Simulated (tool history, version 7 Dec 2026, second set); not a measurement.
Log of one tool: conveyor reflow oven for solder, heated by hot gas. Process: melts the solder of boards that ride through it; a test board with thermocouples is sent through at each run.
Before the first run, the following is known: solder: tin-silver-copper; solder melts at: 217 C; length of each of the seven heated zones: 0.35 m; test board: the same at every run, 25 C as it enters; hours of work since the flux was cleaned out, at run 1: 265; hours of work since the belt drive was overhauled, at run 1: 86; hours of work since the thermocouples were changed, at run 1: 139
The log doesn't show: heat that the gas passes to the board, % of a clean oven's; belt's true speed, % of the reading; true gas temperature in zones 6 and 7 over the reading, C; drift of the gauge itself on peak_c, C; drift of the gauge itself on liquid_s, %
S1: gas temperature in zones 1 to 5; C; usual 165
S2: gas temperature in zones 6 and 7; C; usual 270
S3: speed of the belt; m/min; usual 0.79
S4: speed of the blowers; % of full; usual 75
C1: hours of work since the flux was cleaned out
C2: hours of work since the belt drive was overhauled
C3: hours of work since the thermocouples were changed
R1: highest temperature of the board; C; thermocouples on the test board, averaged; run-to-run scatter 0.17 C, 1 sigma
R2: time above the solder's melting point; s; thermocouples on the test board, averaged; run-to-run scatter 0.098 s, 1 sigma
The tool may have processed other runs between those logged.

Run 1, hour 0: usual settings; C1 265; C2 86; C3 139. Result: R1 248.6 C, R2 35.16 s.
Run 2, hour 8.8: usual settings; C1 271; C2 91; C3 144. Result: R1 248.7 C, R2 35.16 s.
Run 3, hour 21.4: usual settings; C1 279; C2 99; C3 152. Result: R1 248.7 C, R2 35.31 s.
Run 4, hour 26.9: usual settings; C1 282; C2 103; C3 155. Result: R1 248.2 C, R2 35.09 s.
Run 5, hour 39.4: usual settings but S4 58 % of full; C1 290; C2 111; C3 163. Result: R1 242.6 C, R2 30.29 s.
Run 6, hour 49.7: usual settings but S4 62 % of full; C1 296; C2 117; C3 170. Result: R1 244.2 C, R2 31.67 s.
Run 7, hour 61.5: usual settings but S4 78 % of full; C1 304; C2 124; C3 177. Result: R1 249.1 C, R2 35.57 s.
Run 8, hour 69.7: usual settings but S2 276 C; C1 309; C2 129; C3 182. Result: R1 252.9 C, R2 37.78 s.
Run 9, hour 79: usual settings but S2 259 C; C1 315; C2 135; C3 188. Result: R1 239.4 C, R2 28.99 s.
Run 10, hour 91: usual settings but S2 259 C; C1 322; C2 143; C3 195. Result: R1 239.3 C, R2 28.77 s.
Run 11, hour 96.5: usual settings but S2 263 C, S4 51 % of full; C1 326; C2 146; C3 199. Result: R1 233.7 C, R2 22.83 s.
Run 12, hour 108.2: usual settings but S2 267 C; C1 333; C2 153; C3 206. Result: R1 245.5 C, R2 33.58 s.
Run 13, hour 116.6: usual settings but S1 173 C, S2 259 C, S3 0.67 m/min, S4 70 % of full; C1 338; C2 159; C3 211. Result: R1 244.4 C, R2 41.87 s.
At hour 121.5: belt drive overhauled, speed set with a stopwatch.
Run 14, hour 127.9: usual settings but S1 173 C, S2 259 C, S3 0.67 m/min, S4 70 % of full; C1 343; C2 4; C3 216. Result: R1 244.5 C, R2 42.24 s.
Run 15, hour 133.1: usual settings but S1 172 C, S2 259 C, S3 0.901 m/min, S4 67 % of full; C1 346; C2 7; C3 219. Result: R1 233.8 C, R2 21.08 s.
Run 16, hour 144.6: usual settings but S1 172 C, S2 259 C, S3 0.901 m/min, S4 67 % of full; C1 353; C2 14; C3 226. Result: R1 233.3 C, R2 21.12 s.
Run 17, hour 150.9: usual settings but S1 164 C, S2 280 C, S4 50 % of full; C1 357; C2 18; C3 230. Result: R1 246.9 C, R2 32.22 s.
Run 18, hour 161.4: usual settings but S1 164 C, S2 280 C, S4 50 % of full; C1 363; C2 25; C3 237. Result: R1 246.2 C, R2 32.02 s.

Each row is a separate what-if for the run after 18, all from the same tool condition, not one after another. Results?
At hour 174.9: belt drive overhauled, speed set with a stopwatch, once more.
Run A, hour 177.4: usual settings but S1 164 C, S2 280 C, S4 55 % of full; C1 371; C2 2; C3 244. Result: R1 ?, R2 ?.
At hour 174.9: belt drive overhauled, speed set with a stopwatch, once more.
Run B, hour 177.4: usual settings but S2 280 C, S4 50 % of full; C1 371; C2 2; C3 244. Result: R1 ?, R2 ?.
At hour 174.9: belt drive overhauled, speed set with a stopwatch, once more.
Run C, hour 177.4: usual settings but S1 178 C, S2 268 C; C1 371; C2 2; C3 244. Result: R1 ?, R2 ?.

run     R1     R2
  A  248.2  33.38
  B  246.1   31.9
  C  248.6  37.82
Take away the tool's hidden state, keep each run's random variation, and the runs would have read:
run     R1     R2
  A  251.5   35.7
  B  249.3  34.25
  C  251.7  39.94
